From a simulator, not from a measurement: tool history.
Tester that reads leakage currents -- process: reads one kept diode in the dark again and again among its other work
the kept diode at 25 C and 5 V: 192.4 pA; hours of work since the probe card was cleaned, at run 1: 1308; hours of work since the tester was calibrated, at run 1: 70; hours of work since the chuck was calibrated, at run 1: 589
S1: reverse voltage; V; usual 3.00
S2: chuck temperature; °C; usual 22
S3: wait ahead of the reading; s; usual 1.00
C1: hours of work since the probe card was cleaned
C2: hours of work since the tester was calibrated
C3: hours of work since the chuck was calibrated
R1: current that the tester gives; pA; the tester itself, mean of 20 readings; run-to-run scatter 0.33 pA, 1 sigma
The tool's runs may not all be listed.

run,hour,S1,S2,S3,C1,C2,C3,R1
1,0.0,3.00,22,1.00,1308,70,589,114.73
2,36.1,3.00,22,3.95,1332,94,613,114.56
3,100.6,3.00,33,1.00,1374,136,656,274.18
4,142.6,3.00,33,1.00,1402,164,683,274.61
5,173.6,3.00,33,1.00,1422,185,704,275.92
6,209.4,3.00,33,1.00,1446,208,727,274.49
7,281.1,3.00,22,0.31,1494,256,775,116.29
8,326.6,3.00,22,0.31,1524,286,805,115.33
9,369.1,3.00,22,0.31,1552,314,833,115.66
10,406.8,3.00,22,1.00,1577,339,858,114.30
11,464.1,3.00,22,1.00,1614,376,896,114.51
12,516.3,3.00,22,1.00,1649,411,930,114.99
13,583.5,3.00,22,1.00,1693,455,975,114.36
14,629.5,3.00,22,1.00,1724,486,1005,114.94
15,666.4,3.00,22,1.00,1748,510,1029,113.84
16,695.9,2.71,22,1.00,1768,530,1049,108.39
17,727.2,2.71,22,1.00,1788,550,1070,108.02
# hour 749.6: chuck's temperature calibrated
18,767.1,2.71,22,1.00,1813,575,12,108.39
19,824.8,3.00,22,1.00,1851,613,50,115.00
20,891.4,15.66,22,1.00,1895,657,94,282.97
21,959.4,15.66,22,1.00,1940,702,139,281.71
22,1016.9,15.66,22,1.00,1978,740,177,283.10
23,1080.9,15.66,22,1.00,2021,783,219,283.05
24,1142.2,10.67,22,1.52,2061,823,259,228.06
25,1200.5,1.28,52,1.00,2100,862,298,689.90
26,1259.0,1.27,35,9.15,2138,900,337,200.91
27,1307.0,1.27,35,9.15,2170,932,368,200.61
28,1345.1,5.69,45,0.46,2195,957,393,950.32
29,1382.3,5.69,45,0.46,2220,982,418,947.53
30,1423.3,13.02,38,0.66,2247,1009,445,895.78
31,1459.0,3.10,30,5.80,2270,1032,469,222.00
32,1508.8,3.46,30,5.80,2303,1065,502,235.17
33,1546.9,3.46,30,5.80,2328,1090,527,236.24
# hour 1556.2: probe card cleaned and baked
34,1589.4,3.46,52,5.80,22,1117,553,1176.94
35,1655.0,3.00,22,8.92,65,1160,596,113.95
36,1709.1,3.00,22,8.92,101,1196,632,114.09
37,1776.7,17.30,32,0.56,146,1240,677,662.95
38,1837.2,10.94,22,7.99,186,1280,717,230.52
39,1867.8,10.94,22,7.99,206,1301,737,229.27
40,1905.8,9.53,22,7.99,231,1326,762,213.95

Difference, measured minus no-hidden-state, one row per run. Run-to-run variation is common to both terms; the gauge's own scatter need not be:
Unlogged tool condition in this case: stray current of the dirty probe card, pA a volt; current scale over the true one, %; true chuck temperature over the reading, C; drift of the gauge itself on leakage_pa, %.
run,R1
1,-0.10
2,-0.11
3,-0.33
4,-0.35
5,-0.36
6,-0.37
7,-0.14
8,-0.14
9,-0.15
10,-0.15
11,-0.16
12,-0.17
13,-0.18
14,-0.18
15,-0.19
16,-0.19
17,-0.19
18,+0.10
19,+0.11
20,+0.47
21,+0.45
22,+0.44
23,+0.42
24,+0.26
25,-0.17
26,-0.04
27,-0.06
28,-0.28
29,-0.33
30,-0.12
31,-0.05
32,-0.06
33,-0.07
34,-0.91
35,-0.11
36,-0.12
37,-0.69
38,-0.27
39,-0.27
40,-0.26

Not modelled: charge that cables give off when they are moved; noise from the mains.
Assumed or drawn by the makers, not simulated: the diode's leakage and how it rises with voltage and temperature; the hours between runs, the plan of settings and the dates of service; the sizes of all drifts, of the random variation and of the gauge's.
